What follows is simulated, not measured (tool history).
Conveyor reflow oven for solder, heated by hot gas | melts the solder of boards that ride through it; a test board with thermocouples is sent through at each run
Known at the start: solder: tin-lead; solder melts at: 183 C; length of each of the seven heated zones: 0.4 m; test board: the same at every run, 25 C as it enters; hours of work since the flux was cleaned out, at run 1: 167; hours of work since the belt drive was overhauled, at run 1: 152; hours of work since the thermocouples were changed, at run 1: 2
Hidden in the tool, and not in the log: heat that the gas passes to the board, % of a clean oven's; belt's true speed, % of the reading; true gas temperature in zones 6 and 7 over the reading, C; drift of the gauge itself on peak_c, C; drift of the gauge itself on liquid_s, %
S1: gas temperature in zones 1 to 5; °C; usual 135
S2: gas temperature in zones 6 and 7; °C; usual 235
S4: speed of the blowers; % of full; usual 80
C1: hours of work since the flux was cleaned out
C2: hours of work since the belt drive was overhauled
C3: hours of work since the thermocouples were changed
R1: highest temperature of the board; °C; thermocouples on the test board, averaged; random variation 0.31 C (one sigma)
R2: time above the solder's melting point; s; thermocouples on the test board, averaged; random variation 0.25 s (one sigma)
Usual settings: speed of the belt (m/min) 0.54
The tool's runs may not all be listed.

run 1 hour=0 | S1=135 S2=235 speed_of_the_belt_(m/min)=0.54 S4=80 | C1=167 C2=152 C3=2 | R1=219.4 R2=68
run 2 hour=15.1 | S1=135 S2=235 speed_of_the_belt_(m/min)=0.54 S4=80 | C1=179 C2=163 C3=13 | R1=219.1 R2=67.6
run 3 hour=31.4 | S1=135 S2=235 speed_of_the_belt_(m/min)=0.54 S4=80 | C1=190 C2=175 C3=25 | R1=219.5 R2=67.5
run 4 hour=44.4 | S1=149 S2=235 speed_of_the_belt_(m/min)=0.54 S4=80 | C1=200 C2=185 C3=34 | R1=221.8 R2=75.8
run 5 hour=64.5 | S1=135 S2=235 speed_of_the_belt_(m/min)=0.54 S4=80 | C1=215 C2=199 C3=49 | R1=218.6 R2=67.4
run 6 hour=79.3 | S1=135 S2=238 speed_of_the_belt_(m/min)=0.54 S4=80 | C1=226 C2=210 C3=60 | R1=220.9 R2=68.7
-- hour=97.7 flux residue cleaned out of gas plates and filters
run 7 hour=97.7 | S1=135 S2=238 speed_of_the_belt_(m/min)=0.54 S4=80 | C1=0 C2=220 C3=70 | R1=224.4 R2=71.7
run 8 hour=114.8 | S1=135 S2=238 speed_of_the_belt_(m/min)=0.54 S4=80 | C1=13 C2=233 C3=83 | R1=224.4 R2=71.1
run 9 hour=130.3 | S1=135 S2=235 speed_of_the_belt_(m/min)=0.501 S4=80 | C1=24 C2=244 C3=94 | R1=222.9 R2=77
run 10 hour=151.7 | S1=135 S2=235 speed_of_the_belt_(m/min)=0.501 S4=80 | C1=40 C2=260 C3=110 | R1=223.5 R2=76.9
-- hour=156.7 belt drive overhauled, speed set with a stopwatch
run 11 hour=165.4 | S1=135 S2=235 speed_of_the_belt_(m/min)=0.501 S4=80 | C1=47 C2=6 C3=117 | R1=223.2 R2=77.3
run 12 hour=184.3 | S1=135 S2=235 speed_of_the_belt_(m/min)=0.501 S4=71 | C1=61 C2=20 C3=131 | R1=220.6 R2=74.7
run 13 hour=205.3 | S1=125 S2=235 speed_of_the_belt_(m/min)=0.54 S4=80 | C1=76 C2=36 C3=146 | R1=219.8 R2=64.3
run 14 hour=222.3 | S1=125 S2=235 speed_of_the_belt_(m/min)=0.54 S4=80 | C1=89 C2=48 C3=159 | R1=219.3 R2=63.8
run 15 hour=242.6 | S1=125 S2=235 speed_of_the_belt_(m/min)=0.54 S4=80 | C1=104 C2=63 C3=174 | R1=219.1 R2=64.4
run 16 hour=256.2 | S1=125 S2=235 speed_of_the_belt_(m/min)=0.54 S4=80 | C1=114 C2=73 C3=184 | R1=219 R2=64.4
-- hour=278 belt drive overhauled, speed set with a stopwatch, once more
run 17 hour=281.2 | S1=125 S2=235 speed_of_the_belt_(m/min)=0.54 S4=80 | C1=129 C2=2 C3=199 | R1=218.9 R2=63.2
run 18 hour=299.3 | S1=125 S2=235 speed_of_the_belt_(m/min)=0.54 S4=80 | C1=143 C2=16 C3=213 | R1=218.5 R2=62.6
run 19 hour=316.2 | S1=142 S2=223 speed_of_the_belt_(m/min)=0.54 S4=52 | C1=155 C2=28 C3=225 | R1=202.4 R2=47.4
run 20 hour=326.3 | S1=122 S2=223 speed_of_the_belt_(m/min)=0.54 S4=72 | C1=163 C2=36 C3=233 | R1=204.6 R2=47.2
run 21 hour=336.7 | S1=122 S2=223 speed_of_the_belt_(m/min)=0.54 S4=72 | C1=170 C2=43 C3=240 | R1=205 R2=47.2
run 22 hour=350 | S1=122 S2=223 speed_of_the_belt_(m/min)=0.54 S4=53 | C1=180 C2=53 C3=250 | R1=197.1 R2=32.6
run 23 hour=365.4 | S1=135 S2=245 speed_of_the_belt_(m/min)=0.54 S4=53 | C1=191 C2=64 C3=261 | R1=217.4 R2=63.6
run 24 hour=378.7 | S1=121 S2=235 speed_of_the_belt_(m/min)=0.506 S4=80 | C1=201 C2=74 C3=271 | R1=218.9 R2=67.6
run 25 hour=397.5 | S1=124 S2=235 speed_of_the_belt_(m/min)=0.506 S4=80 | C1=215 C2=88 C3=285 | R1=220 R2=68.3
run 26 hour=415.3 | S1=124 S2=235 speed_of_the_belt_(m/min)=0.506 S4=80 | C1=228 C2=101 C3=298 | R1=219.1 R2=68
-- hour=431.5 flux residue cleaned out of gas plates and filters
run 27 hour=439.2 | S1=145 S2=230 speed_of_the_belt_(m/min)=0.54 S4=52 | C1=6 C2=115 C3=312 | R1=209.1 R2=59.4
run 28 hour=452.5 | S1=135 S2=235 speed_of_the_belt_(m/min)=0.54 S4=55 | C1=15 C2=125 C3=322 | R1=212.3 R2=58.9
run 29 hour=472 | S1=135 S2=235 speed_of_the_belt_(m/min)=0.54 S4=55 | C1=30 C2=139 C3=336 | R1=212.4 R2=59

Forecast each of these 5 alternatives for the next run:
run A hour=494.5 | S1=135 S2=239 speed_of_the_belt_(m/min)=0.572 S4=62 | C1=46 C2=156 C3=353 | R1=? R2=?
run B hour=494.5 | S1=125 S2=235 speed_of_the_belt_(m/min)=0.577 S4=55 | C1=46 C2=156 C3=353 | R1=? R2=?
run C hour=494.5 | S1=135 S2=242 speed_of_the_belt_(m/min)=0.646 S4=55 | C1=46 C2=156 C3=353 | R1=? R2=?
run D hour=494.5 | S1=135 S2=249 speed_of_the_belt_(m/min)=0.47 S4=58 | C1=46 C2=156 C3=353 | R1=? R2=?
run E hour=494.5 | S1=124 S2=235 speed_of_the_belt_(m/min)=0.54 S4=67 | C1=46 C2=156 C3=353 | R1=? R2=?

run=A R1=216.8 R2=59.5
run=B R1=207.1 R2=45.3
run=C R1=210 R2=45.8
run=D R1=230.5 R2=86.4
run=E R1=214.6 R2=58.8
Without the tool's hidden state the same runs would have given:
run=A R1=217.1 R2=59.9
run=B R1=207.5 R2=45.9
run=C R1=210.5 R2=46.4
run=D R1=230.8 R2=86.5
run=E R1=215 R2=59.4
